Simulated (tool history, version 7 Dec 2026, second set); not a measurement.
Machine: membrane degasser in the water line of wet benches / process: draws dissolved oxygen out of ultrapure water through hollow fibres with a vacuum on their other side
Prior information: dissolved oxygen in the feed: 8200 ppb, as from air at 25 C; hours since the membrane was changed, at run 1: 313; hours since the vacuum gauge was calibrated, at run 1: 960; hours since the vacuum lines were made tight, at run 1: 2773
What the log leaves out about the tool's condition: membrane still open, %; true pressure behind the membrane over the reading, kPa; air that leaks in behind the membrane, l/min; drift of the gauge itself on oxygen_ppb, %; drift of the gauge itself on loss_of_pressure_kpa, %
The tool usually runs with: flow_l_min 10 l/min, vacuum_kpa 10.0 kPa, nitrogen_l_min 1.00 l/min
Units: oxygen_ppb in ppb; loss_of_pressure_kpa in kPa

run,hour,flow_l_min,vacuum_kpa,nitrogen_l_min,hours since the membrane was changed,hours since the vacuum gauge was calibrated,hours since the vacuum lines were made tight,oxygen_ppb,loss_of_pressure_kpa
1,0.0,10,10.0,1.00,313,960,2773,251.1,42.14
2,65.1,10,10.0,1.00,378,1025,2838,254.2,41.90
3,136.6,10,10.0,1.00,449,1097,2910,251.6,41.97
4,206.7,10,10.0,1.00,520,1167,2980,251.7,42.10
5,267.2,10,10.0,1.11,580,1227,3040,237.5,42.28
6,352.3,10,10.0,1.00,665,1313,3126,255.0,42.14
7,419.3,10,10.0,1.00,732,1380,3192,256.5,41.70
8,494.3,10,10.0,1.00,807,1455,3267,255.2,42.16
9,551.0,10,10.0,1.00,864,1511,3324,253.7,42.32
10,632.0,10,21.2,1.00,945,1592,3405,505.2,42.50
11,710.1,10,21.2,1.00,1023,1670,3483,507.6,42.37
12,779.8,10,13.5,1.00,1093,1740,3553,335.7,42.33
13,848.1,10,13.5,1.00,1161,1808,3621,334.2,42.23
14,892.1,10,13.5,1.00,1205,1852,3665,330.0,42.01
15,932.9,10,10.0,1.00,1246,1893,3706,258.7,42.39
16,975.6,10,10.0,1.00,1288,1936,3749,258.3,42.19
17,1020.7,10,10.0,1.00,1334,1981,3794,259.0,42.07
18,1106.7,8,6.7,0.42,1420,2067,3880,196.4,33.72
19,1166.4,8,6.7,2.01,1479,2127,3940,82.0,33.96
20,1212.3,10,10.7,0.46,1525,2173,3986,440.5,42.18
21,1275.7,7,21.9,1.68,1588,2236,4049,222.9,29.70
22,1366.8,14,24.8,1.68,1680,2327,4140,636.8,59.06
23,1439.3,14,24.8,1.68,1752,2400,4212,637.9,59.77
24,1529.9,8,13.1,1.00,1843,2490,4303,237.9,33.59
25,1609.8,11,6.5,2.41,1923,2570,4383,169.2,46.57
26,1699.7,11,6.5,2.41,2012,2660,4473,164.8,47.09
27,1753.3,11,6.5,2.41,2066,2714,4527,169.8,46.76

Run 28 comes next. What will it give?
28,1823.7,11,6.5,2.41,2137,2784,4597,?,?

For run 28 the tool returned oxygen_ppb 168.9 ppb, loss_of_pressure_kpa 46.81 kPa.
Had the tool carried no hidden state, the very same run would have given oxygen_ppb 161.8 ppb, loss_of_pressure_kpa 46.31 kPa.
